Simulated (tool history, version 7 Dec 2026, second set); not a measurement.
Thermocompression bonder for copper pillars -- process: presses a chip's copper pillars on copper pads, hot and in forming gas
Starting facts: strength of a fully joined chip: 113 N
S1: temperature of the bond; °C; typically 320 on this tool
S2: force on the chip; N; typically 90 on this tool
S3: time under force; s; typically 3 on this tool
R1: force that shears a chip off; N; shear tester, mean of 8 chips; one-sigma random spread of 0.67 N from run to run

Run 1, hour 0.0: usual settings. Result: R1 42.7 N.
Run 2, hour 74.1: usual settings. Result: R1 42.4 N.
Run 3, hour 145.4: usual settings but S2 60 N. Result: R1 32.5 N.
Run 4, hour 189.9: usual settings but S2 60 N. Result: R1 31.5 N.
At hour 225.6: forming gas filter changed.
Run 5, hour 259.9: usual settings but S2 87 N. Result: R1 41.9 N.
Run 6, hour 305.1: usual settings but S2 87 N. Result: R1 39.8 N.
Run 7, hour 342.0: usual settings but S2 87 N. Result: R1 39.0 N.
Run 8, hour 376.1: usual settings but S2 87 N. Result: R1 39.4 N.
Run 9, hour 443.7: usual settings but S1 325 °C, S2 87 N. Result: R1 39.9 N.
At hour 454.9: forming gas filter changed.
Run 10, hour 479.9: usual settings but S1 325 °C, S2 103 N. Result: R1 45.8 N.
Run 11, hour 511.8: usual settings. Result: R1 40.7 N.
At hour 528.9: heater calibrated with a thermocouple chip.
Run 12, hour 565.6: usual settings. Result: R1 43.8 N.
Run 13, hour 625.1: usual settings. Result: R1 42.1 N.
Run 14, hour 658.4: usual settings. Result: R1 42.0 N.
At hour 683.3: forming gas filter changed.
Run 15, hour 714.1: usual settings. Result: R1 44.1 N.
Run 16, hour 776.0: usual settings. Result: R1 42.9 N.
Run 17, hour 825.0: usual settings. Result: R1 42.2 N.
Run 18, hour 880.3: usual settings. Result: R1 40.2 N.
At hour 907.0: forming gas filter changed.
Run 19, hour 917.1: usual settings. Result: R1 45.0 N.
Run 20, hour 957.7: usual settings but S1 323 °C. Result: R1 46.4 N.
Run 21, hour 994.1: usual settings but S1 323 °C. Result: R1 45.2 N.
Run 22, hour 1053.3: usual settings but S1 299 °C, S2 56 N. Result: R1 25.8 N.
Run 23, hour 1109.7: usual settings but S1 299 °C, S2 56 N. Result: R1 25.3 N.
At hour 1135.3: forming gas filter changed.
Run 24, hour 1155.3: usual settings but S1 299 °C, S2 56 N, S3 2 s. Result: R1 24.0 N.
Run 25, hour 1207.6: usual settings but S1 337 °C, S2 69 N. Result: R1 44.1 N.
Run 26, hour 1275.8: usual settings but S1 293 °C, S3 2 s. Result: R1 27.1 N.
Run 27, hour 1330.8: usual settings but S2 56 N, S3 2 s. Result: R1 27.7 N.
At hour 1361.3: forming gas filter changed.
Run 28, hour 1383.1: usual settings but S1 311 °C, S2 70 N, S3 2 s. Result: R1 30.5 N.
Run 29, hour 1439.9: usual settings but S1 304 °C, S2 70 N, S3 2 s. Result: R1 26.6 N.
Run 30, hour 1471.7: usual settings but S1 304 °C, S2 70 N, S3 2 s. Result: R1 26.0 N.
Run 31, hour 1530.5: usual settings but S1 304 °C, S2 70 N, S3 2 s. Result: R1 25.3 N.
At hour 1586.7: forming gas filter changed.
Run 32, hour 1586.7: usual settings but S1 304 °C, S2 97 N, S3 7 s. Result: R1 52.0 N.
At hour 1638.1: heater calibrated with a thermocouple chip.
Run 33, hour 1648.2: usual settings but S1 304 °C, S2 97 N, S3 7 s. Result: R1 56.0 N.
Run 34, hour 1714.7: usual settings but S2 81 N, S3 9 s. Result: R1 61.2 N.
Run 35, hour 1771.9: usual settings but S2 81 N, S3 9 s. Result: R1 59.6 N.
Run 36, hour 1808.2: usual settings but S2 81 N, S3 2 s. Result: R1 33.3 N.
At hour 1814.0: forming gas filter changed.
Run 37, hour 1854.9: usual settings but S2 81 N, S3 2 s. Result: R1 36.6 N.
Run 38, hour 1925.5: usual settings but S2 129 N, S3 4 s. Result: R1 56.5 N.
Run 39, hour 1969.7: usual settings but S1 313 °C, S2 125 N, S3 4 s. Result: R1 51.5 N.

Some steps in R1 between neighbouring runs. How much of each would the tool show without its hidden state too (settings, what came in, random variation), and how much is left for the hidden state, with any gauge scatter that isn't in both results?
What the log doesn't record here: true temperature of the bond over the reading, C; force that reaches the chip, % of what is set; oxide that the forming gas leaves, % of the face; drift of the gauge itself on shear_n, %.
Run 9 -> 10: S2 87 -> 103, forming gas filter changed. R1 +5.9 N: hidden state +3.1, all else +2.8.
Run 14 -> 15: forming gas filter changed. R1 +2.1 N: hidden state +3.2, all else -1.1.
Run 18 -> 19: forming gas filter changed. R1 +4.8 N: hidden state +3.5, all else +1.3.
Run 24 -> 25: S1 299 -> 337, S2 56 -> 69, S3 2 -> 3. R1 +20.1 N: hidden state -1.5, all else +21.6.
Run 31 -> 32: S2 70 -> 97, S3 2 -> 7, forming gas filter changed. R1 +26.7 N: hidden state +1.1, all else +25.6.
Run 35 -> 36: S3 9 -> 2. R1 -26.3 N: hidden state +1.4, all else -27.7.

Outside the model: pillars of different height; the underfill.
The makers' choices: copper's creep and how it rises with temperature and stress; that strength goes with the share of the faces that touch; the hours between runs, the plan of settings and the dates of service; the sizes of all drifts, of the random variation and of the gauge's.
